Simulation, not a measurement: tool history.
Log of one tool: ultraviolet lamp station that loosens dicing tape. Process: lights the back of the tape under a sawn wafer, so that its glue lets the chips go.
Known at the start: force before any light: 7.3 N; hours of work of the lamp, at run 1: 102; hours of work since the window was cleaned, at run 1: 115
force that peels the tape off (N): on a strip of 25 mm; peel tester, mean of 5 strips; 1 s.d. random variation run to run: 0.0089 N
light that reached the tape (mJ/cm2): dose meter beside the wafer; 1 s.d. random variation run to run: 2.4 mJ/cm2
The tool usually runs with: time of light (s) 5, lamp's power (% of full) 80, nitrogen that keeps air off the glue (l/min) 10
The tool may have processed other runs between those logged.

run   hour  time of light (s)  lamp's power (% of full)  nitrogen that keeps air off the glue (l/min)  hours of work of the lamp  hours of work since the window was cleaned  force that peels the tape off (N)  light that reached the tape (mJ/cm2)
  1      0                  5                        80                                            10                        102                                         115                               0.42                                   245
  2    9.9                  5                        80                                            10                        108                                         121                              0.444                                   242
  3   18.1                  5                        80                                            10                        113                                         126                              0.448                                   244
  4   26.4                  5                        80                                            10                        118                                         131                              0.426                                   240
  5   33.4                  5                        80                                            10                        122                                         135                               0.45                                   244
  6     44                  5                        80                                            10                        129                                         141                              0.447                                   240
  7   56.2                  5                       100                                            10                        136                                         149                               0.29                                   300
  8   71.3                  5                       100                                            10                        145                                         158                              0.276                                   302
  9   83.5                  5                        80                                            10                        152                                         165                               0.47                                   238
 10   96.2                  5                        90                                            10                        160                                         173                              0.352                                   266
 11  102.7                  5                        90                                            10                        164                                         176                              0.367                                   267
 12  111.9                  5                        86                                            10                        169                                         182                                0.4                                   254
 13    122                  2                        88                                            10                        175                                         188                              2.039                                   102

Here are 5 independent what-if runs from the current tool condition. What would each one return?
  A  133.7                  2                        97                                            10                        182                                         195                                  ?                                     ?
  B  133.7                  9                        88                                            10                        182                                         195                                  ?                                     ?
  C  133.7                  4                        75                                            14                        182                                         195                                  ?                                     ?
  D  133.7                  5                        88                                             7                        182                                         195                                  ?                                     ?
  E  133.7                  5                        80                                             4                        182                                         195                                  ?                                     ?

run  force that peels the tape off (N)  light that reached the tape (mJ/cm2)
  A                              1.804                                   110
  B                              0.131                                   468
  C                              0.749                                   175
  D                              0.511                                   257
  E                              0.927                                   234
Had the tool no hidden state, the same runs would have come out as:
run  force that peels the tape off (N)  light that reached the tape (mJ/cm2)
  A                              1.534                                   123
  B                              0.121                                   524
  C                              0.585                                   197
  D                               0.39                                   288
  E                              0.737                                   262
